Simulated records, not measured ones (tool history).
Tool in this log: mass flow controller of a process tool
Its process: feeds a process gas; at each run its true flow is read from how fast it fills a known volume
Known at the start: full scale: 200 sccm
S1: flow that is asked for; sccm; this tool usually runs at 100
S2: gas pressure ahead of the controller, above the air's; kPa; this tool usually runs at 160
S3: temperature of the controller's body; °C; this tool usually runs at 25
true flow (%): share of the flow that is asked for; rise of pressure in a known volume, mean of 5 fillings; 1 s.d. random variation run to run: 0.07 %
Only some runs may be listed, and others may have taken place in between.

run 1 hour=0.0 | S1=100 S2=160 S3=25 | true_flow_(%)=98.56
run 2 hour=176.0 | S1=168 S2=160 S3=25 | true_flow_(%)=99.71
run 3 hour=389.6 | S1=168 S2=160 S3=25 | true_flow_(%)=99.54
run 4 hour=656.5 | S1=168 S2=160 S3=25 | true_flow_(%)=99.30
run 5 hour=861.6 | S1=168 S2=160 S3=25 | true_flow_(%)=99.28
run 6 hour=1064.6 | S1=32 S2=160 S3=25 | true_flow_(%)=96.93
run 7 hour=1258.0 | S1=32 S2=160 S3=25 | true_flow_(%)=96.99
run 8 hour=1412.3 | S1=32 S2=160 S3=25 | true_flow_(%)=96.86
run 9 hour=1591.8 | S1=32 S2=160 S3=25 | true_flow_(%)=96.79
run 10 hour=1722.2 | S1=32 S2=160 S3=25 | true_flow_(%)=96.60
run 11 hour=1978.2 | S1=32 S2=160 S3=25 | true_flow_(%)=96.49
run 12 hour=2191.3 | S1=32 S2=160 S3=25 | true_flow_(%)=96.43
run 13 hour=2327.9 | S1=32 S2=160 S3=25 | true_flow_(%)=96.21
run 14 hour=2559.0 | S1=30 S2=196 S3=20 | true_flow_(%)=95.40
run 15 hour=2781.6 | S1=131 S2=236 S3=20 | true_flow_(%)=96.50
run 16 hour=3010.6 | S1=131 S2=236 S3=20 | true_flow_(%)=96.58
run 17 hour=3198.2 | S1=25 S2=176 S3=22 | true_flow_(%)=95.25
run 18 hour=3472.1 | S1=25 S2=176 S3=22 | true_flow_(%)=95.19
run 19 hour=3620.4 | S1=39 S2=176 S3=26 | true_flow_(%)=95.74
-- hour=3701.1 gauge calibrated
run 20 hour=3832.3 | S1=39 S2=210 S3=31 | true_flow_(%)=97.91
run 21 hour=4044.5 | S1=50 S2=272 S3=25 | true_flow_(%)=97.19
run 22 hour=4206.2 | S1=34 S2=160 S3=25 | true_flow_(%)=97.41
run 23 hour=4493.6 | S1=96 S2=160 S3=31 | true_flow_(%)=98.76
run 24 hour=4664.3 | S1=41 S2=160 S3=32 | true_flow_(%)=98.13
run 25 hour=4890.5 | S1=26 S2=160 S3=23 | true_flow_(%)=96.68

What if the next run were any one of these 5? Each begins from the tool's condition after run 25:
-- hour=5022.5 controller exchanged for a calibrated one
run A hour=5087.4 | S1=63 S2=160 S3=25 | true_flow_(%)=?
-- hour=5022.5 controller exchanged for a calibrated one
run B hour=5087.4 | S1=90 S2=179 S3=35 | true_flow_(%)=?
-- hour=5022.5 controller exchanged for a calibrated one
run C hour=5087.4 | S1=56 S2=160 S3=25 | true_flow_(%)=?
-- hour=5022.5 controller exchanged for a calibrated one
run D hour=5087.4 | S1=74 S2=172 S3=37 | true_flow_(%)=?
-- hour=5022.5 controller exchanged for a calibrated one
run E hour=5087.4 | S1=51 S2=160 S3=23 | true_flow_(%)=?

run=A true_flow_(%)=97.22
run=B true_flow_(%)=98.62
run=C true_flow_(%)=97.12
run=D true_flow_(%)=98.49
run=E true_flow_(%)=96.88
The same runs, with their run-to-run variation unchanged, on a tool lacking any hidden condition would have given:
run=A true_flow_(%)=98.01
run=B true_flow_(%)=99.43
run=C true_flow_(%)=97.91
run=D true_flow_(%)=99.30
run=E true_flow_(%)=97.67
